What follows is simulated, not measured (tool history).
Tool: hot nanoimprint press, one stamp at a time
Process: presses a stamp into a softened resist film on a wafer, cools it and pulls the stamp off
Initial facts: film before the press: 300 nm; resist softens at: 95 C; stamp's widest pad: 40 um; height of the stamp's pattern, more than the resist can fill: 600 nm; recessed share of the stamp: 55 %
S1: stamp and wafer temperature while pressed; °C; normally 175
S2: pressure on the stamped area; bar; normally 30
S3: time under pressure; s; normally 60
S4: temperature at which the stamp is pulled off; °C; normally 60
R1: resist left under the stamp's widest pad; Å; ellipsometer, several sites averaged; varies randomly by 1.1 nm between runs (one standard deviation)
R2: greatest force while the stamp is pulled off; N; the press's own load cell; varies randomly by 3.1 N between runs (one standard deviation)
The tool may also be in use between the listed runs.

| run | day | S1 | S2 | S3 | S4 | R1 | R2 |
|---|---|---|---|---|---|---|---|
| 1 | 0 | 175 | 30 | 60 | 60 | 1722 | 244 |
| 2 | 0.529 | 175 | 30 | 60 | 60 | 1751 | 238 |
| 3 | 1.05 | 175 | 30 | 60 | 60 | 1750 | 252 |
| 4 | 1.442 | 174 | 30 | 60 | 60 | 1784 | 246 |
| 5 | 2.025 | 164 | 30 | 60 | 60 | 2297 | 260 |
| 6 | 2.404 | 175 | 35.8 | 60 | 60 | 1640 | 248 |
| 7 | 2.662 | 175 | 35.8 | 60 | 60 | 1647 | 252 |
| 8 | 3.196 | 175 | 35.8 | 60 | 60 | 1638 | 259 |
|  | 3.575 | stamp cleaned and given a new release coat |
| 9 | 3.967 | 169 | 30 | 60 | 60 | 2062 | 152 |
| 10 | 4.379 | 169 | 30 | 60 | 60 | 2055 | 158 |
| 11 | 4.654 | 175 | 30 | 60 | 45 | 1741 | 176 |
| 12 | 4.992 | 175 | 30 | 60 | 45 | 1738 | 175 |
| 13 | 5.45 | 185 | 30 | 60 | 60 | 1275 | 153 |
| 14 | 5.733 | 185 | 30 | 60 | 60 | 1257 | 157 |
| 15 | 6.15 | 180 | 30 | 60 | 60 | 1500 | 160 |
| 16 | 6.412 | 168 | 30 | 60 | 50 | 2109 | 179 |
|  | 6.567 | plate thermocouple calibrated |
| 17 | 6.8 | 176 | 32.2 | 39 | 47 | 1918 | 181 |
| 18 | 7.308 | 176 | 30.9 | 39 | 59 | 1949 | 164 |
| 19 | 7.879 | 176 | 30.9 | 56 | 57 | 1747 | 170 |
| 20 | 8.229 | 182 | 30 | 60 | 56 | 1430 | 176 |
| 21 | 8.483 | 182 | 30 | 60 | 56 | 1418 | 170 |
| 22 | 8.975 | 182 | 30 | 60 | 56 | 1427 | 174 |
| 23 | 9.229 | 182 | 30 | 60 | 56 | 1409 | 177 |
|  | 9.612 | plate thermocouple calibrated, once more |
| 24 | 9.612 | 168 | 36.7 | 51 | 66 | 2036 | 159 |
| 25 | 9.975 | 168 | 22.6 | 51 | 49 | 2329 | 182 |
| 26 | 10.388 | 168 | 22.6 | 51 | 49 | 2306 | 182 |
| 27 | 10.954 | 168 | 22.6 | 51 | 49 | 2323 | 184 |
| 28 | 11.471 | 166 | 23.5 | 60 | 60 | 2306 | 177 |
| 29 | 12.054 | 166 | 23.5 | 60 | 60 | 2342 | 180 |
| 30 | 12.475 | 183 | 23.5 | 59 | 45 | 1473 | 202 |

Subtracting, for every run, the result it would have given without the tool's unlogged condition from the measured result gives the following. The same run-to-run variation enters both numbers; the gauge's scatter may not:
The hidden state here: true temperature over the reading, C; pressure that arrives at the usual setting, %; grip of the stamp's worn release coat, % over a new coat's; drift of the gauge itself on residual_nm, %; drift of the gauge itself on pull_off_n, %.
| run | R1 | R2 |
|---|---|---|
| 1 | +41 | +94 |
| 2 | +42 | +93 |
| 3 | +43 | +101 |
| 4 | +44 | +99 |
| 5 | +42 | +106 |
| 6 | +46 | +102 |
| 7 | +47 | +104 |
| 8 | +48 | +108 |
| 9 | +50 | +2 |
| 10 | +50 | +4 |
| 11 | +50 | +5 |
| 12 | +51 | +7 |
| 13 | +41 | +7 |
| 14 | +41 | +8 |
| 15 | +49 | +9 |
| 16 | +54 | +11 |
| 17 | +83 | +13 |
| 18 | +83 | +14 |
| 19 | +87 | +16 |
| 20 | +76 | +18 |
| 21 | +77 | +18 |
| 22 | +77 | +20 |
| 23 | +77 | +21 |
| 24 | +11 | +18 |
| 25 | +7 | +22 |
| 26 | +7 | +23 |
| 27 | +8 | +26 |
| 28 | +9 | +26 |
| 29 | +11 | +28 |
| 30 | +12 | +32 |
